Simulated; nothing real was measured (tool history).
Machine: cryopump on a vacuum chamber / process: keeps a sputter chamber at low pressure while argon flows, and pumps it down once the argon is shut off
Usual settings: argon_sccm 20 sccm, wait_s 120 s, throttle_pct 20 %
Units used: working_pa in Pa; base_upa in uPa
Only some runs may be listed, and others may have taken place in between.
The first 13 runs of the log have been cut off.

run,hour,argon_sccm,wait_s,throttle_pct,working_pa,base_upa
14,856.1,20,120,35,0.0412,0.48
15,915.1,20,120,35,0.0414,0.52
16,1001.6,15,120,20,0.0534,0.53
17,1069.8,15,120,20,0.0535,0.54
18,1110.1,15,120,27,0.0399,0.55
19,1188.0,40,24,24,0.1203,1.50
20,1277.0,20,23,43,0.0344,1.66
21,1349.3,37,120,40,0.0684,0.58
22,1405.9,29,125,55,0.0402,0.56
23,1482.6,30,120,17,0.1267,0.63
24,1564.2,20,120,31,0.0475,0.62
25,1639.0,25,112,51,0.0377,0.62
26,1691.7,25,112,51,0.0376,0.69
27,1734.7,21,120,20,0.0763,0.64
28,1822.9,21,120,20,0.0762,0.71
29,1878.3,21,120,20,0.0768,0.65
30,1966.0,20,21,27,0.0549,1.97
31,2020.6,20,21,27,0.0555,1.87
32,2078.9,20,21,27,0.0555,1.91
33,2143.6,13,42,20,0.0473,1.18
# hour 2191.6: pump warmed up, emptied and cooled again
34,2193.0,20,22,18,0.0775,1.72
35,2281.1,20,22,18,0.0778,1.80

Below are 3 alternative next runs, each starting from the tool's condition after run 35. Predict each:
A,2356.4,13,44,35,?,?
B,2356.4,14,22,18,?,?
C,2356.4,20,258,55,?,?

run,working_pa,base_upa
A,0.0262,1.05
B,0.0541,1.77
C,0.0259,0.53
Stripped of hidden state, with their random variation kept, the same runs would have yielded:
run,working_pa,base_upa
A,0.0258,0.77
B,0.0537,1.47
C,0.0253,0.23
